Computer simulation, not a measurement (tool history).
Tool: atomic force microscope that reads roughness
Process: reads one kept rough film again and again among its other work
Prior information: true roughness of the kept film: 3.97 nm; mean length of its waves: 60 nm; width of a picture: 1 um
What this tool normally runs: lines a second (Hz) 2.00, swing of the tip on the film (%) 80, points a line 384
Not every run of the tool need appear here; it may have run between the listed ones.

run,day,lines a second (Hz),swing of the tip on the film (%),points a line,roughness of the kept film (nm (root mean square))
1,0.000,2.00,80,384,3.398
2,1.025,2.00,80,384,3.351
3,2.017,2.00,80,384,3.305
4,2.575,2.00,80,384,3.316
5,3.588,2.00,80,384,3.249
# day 3.796: new tip fitted
6,4.367,2.00,73,384,3.648
7,5.246,2.00,73,384,3.604
8,6.150,3.64,80,384,3.248
9,6.771,3.64,80,384,3.238
10,7.675,1.51,80,384,3.493
11,8.250,1.51,80,384,3.486
12,8.929,1.03,66,333,3.605
13,10.262,2.00,68,951,3.479
# day 11.075: new tip fitted
14,11.629,2.51,74,445,3.575
15,12.342,2.51,74,445,3.530
16,12.996,2.51,74,445,3.536
17,13.954,3.24,81,469,3.270
18,15.071,3.24,73,554,3.387
19,16.388,3.24,73,554,3.321

Branching from run 19: 5 alternative next runs. What would each branch give?
A,17.058,2.17,80,397,?
B,17.058,2.00,80,312,?
C,17.058,2.00,86,384,?
D,17.058,1.84,89,355,?
E,17.058,3.24,73,490,?

run,roughness of the kept film (nm (root mean square))
A,3.328
B,3.319
C,3.263
D,3.218
E,3.313
Had the tool no hidden state, the same runs would have come out as:
run,roughness of the kept film (nm (root mean square))
A,3.540
B,3.529
C,3.469
D,3.422
E,3.523
